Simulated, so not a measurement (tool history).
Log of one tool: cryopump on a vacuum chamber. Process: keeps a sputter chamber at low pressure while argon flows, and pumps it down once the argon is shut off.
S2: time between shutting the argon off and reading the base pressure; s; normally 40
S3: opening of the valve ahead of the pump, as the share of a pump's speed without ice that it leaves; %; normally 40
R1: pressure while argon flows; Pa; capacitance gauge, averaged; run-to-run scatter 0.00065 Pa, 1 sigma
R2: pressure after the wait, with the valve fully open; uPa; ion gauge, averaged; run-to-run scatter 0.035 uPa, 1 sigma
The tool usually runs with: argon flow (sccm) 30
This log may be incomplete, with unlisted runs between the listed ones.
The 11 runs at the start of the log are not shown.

Run 12, day 10.342: usual settings but argon flow (sccm) 35. Result: R1 0.1207 Pa, R2 4.16 uPa.
Run 13, day 10.946: usual settings. Result: R1 0.1039 Pa, R2 4.31 uPa.
Run 14, day 11.854: usual settings. Result: R1 0.1043 Pa, R2 4.40 uPa.
Run 15, day 12.812: usual settings. Result: R1 0.1041 Pa, R2 4.24 uPa.
Run 16, day 13.817: usual settings. Result: R1 0.1038 Pa, R2 4.39 uPa.
Run 17, day 14.500: usual settings. Result: R1 0.1041 Pa, R2 4.44 uPa.
Run 18, day 15.558: usual settings but argon flow (sccm) 26, S2 56 s, S3 45 %. Result: R1 0.0817 Pa, R2 3.88 uPa.
Run 19, day 16.746: usual settings but argon flow (sccm) 22, S3 32 %. Result: R1 0.0959 Pa, R2 4.60 uPa.

Run 20, settings as shown, results not yet in. Your forecast:
Run 20, day 17.825: usual settings but argon flow (sccm) 22, S3 32 %. Result: R1 ?, R2 ?.

R1: 0.0971 Pa
R2: 4.52 uPa
Without the tool's hidden state the same run would have given R1 0.0955 Pa, R2 1.93 uPa.
